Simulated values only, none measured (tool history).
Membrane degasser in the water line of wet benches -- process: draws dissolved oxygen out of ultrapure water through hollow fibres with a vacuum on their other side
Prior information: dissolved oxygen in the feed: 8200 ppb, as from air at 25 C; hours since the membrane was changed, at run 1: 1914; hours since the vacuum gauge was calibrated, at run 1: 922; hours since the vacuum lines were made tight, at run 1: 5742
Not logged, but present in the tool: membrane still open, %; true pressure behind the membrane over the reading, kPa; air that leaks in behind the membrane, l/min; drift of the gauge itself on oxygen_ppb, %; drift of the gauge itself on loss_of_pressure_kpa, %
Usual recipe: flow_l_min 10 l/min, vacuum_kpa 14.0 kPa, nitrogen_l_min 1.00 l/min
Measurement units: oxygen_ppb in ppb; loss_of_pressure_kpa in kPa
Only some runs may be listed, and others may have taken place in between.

run      day  flow_l_min  vacuum_kpa  nitrogen_l_min  hours since the membrane was changed  hours since the vacuum gauge was calibrated  hours since the vacuum lines were made tight  oxygen_ppb  loss_of_pressure_kpa
  1    0.000          10        14.0            1.00                                  1914                                          922                                          5742       276.0                 43.64
  2    8.054          10        14.0            1.00                                  2108                                         1115                                          5935       272.7                 44.21
  3   16.812          10        14.0            1.00                                  2318                                         1326                                          6145       275.0                 43.88
  4   21.271          10        14.0            1.00                                  2425                                         1433                                          6252       271.9                 44.12
  5   27.075          10        14.0            1.00                                  2564                                         1572                                          6392       275.2                 44.37
  6   35.246          10        14.0            1.54                                  2760                                         1768                                          6588       189.2                 44.15
  7   41.771          10        14.0            1.54                                  2917                                         1925                                          6744       189.7                 44.14
  8   46.896          10        14.0            1.00                                  3040                                         2048                                          6867       270.5                 44.12
  9   56.075          10        14.0            1.00                                  3260                                         2268                                          7088       273.9                 44.19
 10   60.896          10        14.0            0.56                                  3376                                         2384                                          7203       444.3                 44.68
 11   67.658          10        14.0            0.56                                  3538                                         2546                                          7366       441.0                 44.04
 12   73.267          10        14.0            1.97                                  3673                                         2680                                          7500       157.8                 44.45
 13   83.288          10        14.0            1.97                                  3913                                         2921                                          7741       155.9                 44.63
      92.192  -- seals of the vacuum lines changed
 14   92.192          10        14.0            1.97                                  4125                                         3133                                             0       153.8                 44.51
 15  100.296          10        11.4            1.00                                  4319                                         3327                                           194       214.2                 44.41
 16  109.142          10        11.4            1.00                                  4532                                         3540                                           407       213.1                 44.90
 17  115.679           6        10.9            1.00                                  4689                                         3696                                           564       113.9                 26.67
 18  123.438          10        14.0            2.87                                  4875                                         3883                                           750       115.0                 44.20
 19  132.279          10        14.0            2.41                                  5087                                         4095                                           962       132.5                 45.01
 20  140.704          10        14.0            2.41                                  5289                                         4297                                          1164       133.2                 44.44
 21  147.238          10        14.0            2.41                                  5446                                         4454                                          1321       132.4                 44.64
 22  152.612          10         8.8            1.00                                  5575                                         4583                                          1450       156.5                 44.92
 23  161.850          10        14.0            1.10                                  5797                                         4804                                          1672       246.9                 44.97
 24  168.646          11        11.8            1.02                                  5960                                         4968                                          1835       246.9                 49.27
 25  173.100          13        26.9            1.16                                  6067                                         5074                                          1942       646.2                 58.42
 26  177.550          13         9.0            1.13                                  6174                                         5181                                          2049       222.0                 58.73
 27  185.229          13         9.0            1.13                                  6358                                         5366                                          2233       223.6                 58.44
 28  192.996          11         9.0            1.07                                  6544                                         5552                                          2419       174.9                 49.24
 29  199.404          16        31.9            1.89                                  6698                                         5706                                          2573       674.5                 71.91
 30  206.417          15        17.7            1.19                                  6866                                         5874                                          2741       513.4                 67.20
 31  212.583          13        26.3            2.12                                  7014                                         6022                                          2889       403.1                 58.67
 32  220.012          10        29.9            2.22                                  7193                                         6200                                          3068       314.9                 45.02

Describe how what the log doesn't record of the tool's condition differs between the last listed run preceding each entry between runs and the first listed run following it.
Runs 13 to 14: seals of the vacuum lines changed (day 92.192)
  membrane still open, %: 100 -> 99.9; air that leaks in behind the membrane, l/min: 0.0024 -> 0.002; drift of the gauge itself on loss_of_pressure_kpa, %: 0.99 -> 1.1
  measured result minus the result with no hidden state, loss_of_pressure_kpa: +0.46 -> +0.50 kPa
